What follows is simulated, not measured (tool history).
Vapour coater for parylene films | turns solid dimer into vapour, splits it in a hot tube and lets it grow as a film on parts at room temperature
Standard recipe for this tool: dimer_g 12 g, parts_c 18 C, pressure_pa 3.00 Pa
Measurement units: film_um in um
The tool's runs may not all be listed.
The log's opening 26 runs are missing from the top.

run	hour	dimer_g	parts_c	pressure_pa	hours of work since the trap's valve was overhauled	hours of work since the table's thermometer was calibrated	film_um
27	391.3	12	10	3.24	289	546	11.00
28	409.7	12	10	3.24	300	558	11.03
29	426.7	22	30	4.95	311	569	10.05
30	444.6	19	11	4.18	322	580	16.00
31	459.6	19	11	4.18	332	589	16.04
32	480.3	19	13	4.18	345	602	15.09
33	495.8	19	13	4.18	354	612	15.09
34	514.5	12	26	3.00	366	624	6.86
35	528.4	18	16	3.66	375	632	13.35
36	547.1	17	16	4.05	386	644	12.43
37	567.0	12	13	2.02	399	656	11.00
38	578.0	12	13	2.02	406	663	10.96
39	589.6	15	29	3.00	413	671	7.80
40	604.8	15	29	3.00	423	680	7.84
41	623.4	13	18	2.26	434	692	9.98
42	637.3	9	18	3.24	443	700	6.46
43	655.2	9	18	3.24	454	712	6.46
44	665.7	6	13	3.52	461	718	4.94
45	674.2	6	24	6.71	466	724	3.10
46	694.1	20	21	3.00	478	736	13.26

Below are 5 alternative next runs, each starting from the tool's condition after run 46. Predict each:
A	712.9	12	18	6.74	490	748	?
B	712.9	21	17	3.17	490	748	?
C	712.9	6	22	3.00	490	748	?
D	712.9	20	23	4.78	490	748	?
E	712.9	20	15	8.28	490	748	?

run	film_um
A	7.46
B	15.60
C	3.84
D	11.44
E	13.18
Take away the tool's hidden state, keep each run's random variation, and the runs would have read:
run	film_um
A	7.47
B	15.63
C	3.84
D	11.46
E	13.20
